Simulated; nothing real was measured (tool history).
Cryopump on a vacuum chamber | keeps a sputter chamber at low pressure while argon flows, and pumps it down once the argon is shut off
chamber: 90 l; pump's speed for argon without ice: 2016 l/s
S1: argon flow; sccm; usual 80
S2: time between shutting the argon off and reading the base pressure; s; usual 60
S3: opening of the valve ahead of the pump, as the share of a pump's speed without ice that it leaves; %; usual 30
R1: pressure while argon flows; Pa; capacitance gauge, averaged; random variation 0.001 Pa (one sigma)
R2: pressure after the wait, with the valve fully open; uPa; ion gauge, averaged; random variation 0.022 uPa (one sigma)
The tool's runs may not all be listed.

run 1 hour=0.0 | S1=80 S2=60 S3=30 | R1=0.2379 R2=2.95
run 2 hour=47.9 | S1=115 S2=60 S3=30 | R1=0.3456 R2=2.85
run 3 hour=83.2 | S1=115 S2=60 S3=30 | R1=0.3471 R2=2.99
run 4 hour=106.7 | S1=115 S2=60 S3=30 | R1=0.3460 R2=2.99
run 5 hour=140.4 | S1=115 S2=60 S3=30 | R1=0.3487 R2=3.12
run 6 hour=188.3 | S1=80 S2=60 S3=30 | R1=0.2444 R2=3.06
run 7 hour=209.5 | S1=80 S2=60 S3=30 | R1=0.2441 R2=3.20
run 8 hour=253.3 | S1=80 S2=60 S3=30 | R1=0.2451 R2=3.13
run 9 hour=286.2 | S1=80 S2=60 S3=30 | R1=0.2475 R2=3.17
run 10 hour=313.2 | S1=60 S2=60 S3=30 | R1=0.1846 R2=3.28
run 11 hour=338.8 | S1=80 S2=60 S3=30 | R1=0.2466 R2=3.35
run 12 hour=359.0 | S1=80 S2=60 S3=30 | R1=0.2490 R2=3.33
-- hour=375.6 leaking fittings of the chamber tightened, without venting
run 13 hour=386.9 | S1=80 S2=60 S3=17 | R1=0.4196 R2=0.75
run 14 hour=432.2 | S1=80 S2=60 S3=17 | R1=0.4193 R2=0.81
run 15 hour=479.9 | S1=80 S2=60 S3=56 | R1=0.1473 R2=0.78
-- hour=499.1 pump warmed up, emptied and cooled again
run 16 hour=520.8 | S1=80 S2=60 S3=56 | R1=0.1207 R2=0.76
run 17 hour=551.4 | S1=80 S2=60 S3=56 | R1=0.1206 R2=0.81
run 18 hour=595.5 | S1=80 S2=88 S3=30 | R1=0.2254 R2=0.60
run 19 hour=632.3 | S1=80 S2=128 S3=22 | R1=0.3085 R2=0.52
run 20 hour=672.1 | S1=52 S2=46 S3=26 | R1=0.1709 R2=1.02
run 21 hour=720.1 | S1=80 S2=248 S3=20 | R1=0.3406 R2=0.47
run 22 hour=757.0 | S1=34 S2=185 S3=43 | R1=0.0687 R2=0.48
run 23 hour=796.1 | S1=34 S2=185 S3=43 | R1=0.0684 R2=0.52
run 24 hour=842.8 | S1=82 S2=115 S3=49 | R1=0.1475 R2=0.63
run 25 hour=874.4 | S1=37 S2=106 S3=39 | R1=0.0819 R2=0.67
run 26 hour=911.9 | S1=37 S2=106 S3=39 | R1=0.0826 R2=0.74
run 27 hour=939.3 | S1=32 S2=60 S3=24 | R1=0.1143 R2=0.99
run 28 hour=963.8 | S1=32 S2=257 S3=24 | R1=0.1148 R2=0.54
run 29 hour=991.1 | S1=86 S2=257 S3=57 | R1=0.1361 R2=0.60
run 30 hour=1024.8 | S1=50 S2=173 S3=57 | R1=0.0798 R2=0.68
run 31 hour=1057.0 | S1=80 S2=60 S3=21 | R1=0.3286 R2=1.03
run 32 hour=1104.3 | S1=52 S2=60 S3=21 | R1=0.2137 R2=1.04
run 33 hour=1137.9 | S1=80 S2=49 S3=30 | R1=0.2352 R2=1.21
run 34 hour=1175.7 | S1=68 S2=49 S3=30 | R1=0.2007 R2=1.23
run 35 hour=1196.1 | S1=80 S2=60 S3=45 | R1=0.1613 R2=1.06

Some steps in R1 between neighbouring runs. How much of each would the tool show without its hidden state too (settings, what came in, random variation), and how much is left for the hidden state, with any gauge scatter that isn't in both results?
The hidden state here: pump's speed, % of a pump's without ice; cold plate's temperature, K; leak into the chamber, uPa l/s; drift of the gauge itself on working_pa, %; drift of the gauge itself on base_upa, %.
Run 1 -> 2: S1 80 -> 115. R1 +0.1077 Pa: hidden state +0.0084, all else +0.0993.
Run 5 -> 6: S1 115 -> 80. R1 -0.1043 Pa: hidden state -0.0072, all else -0.0971.
Run 14 -> 15: S3 17 -> 56. R1 -0.2720 Pa: hidden state +0.0015, all else -0.2735.
Run 15 -> 16: pump warmed up, emptied and cooled again. R1 -0.0266 Pa: hidden state -0.0263, all else -0.0003.
Run 21 -> 22: S1 80 -> 34, S2 248 -> 185, S3 20 -> 43. R1 -0.2719 Pa: hidden state -0.0019, all else -0.2700.
Run 30 -> 31: S1 50 -> 80, S2 173 -> 60, S3 57 -> 21. R1 +0.2488 Pa: hidden state +0.0038, all else +0.2450.
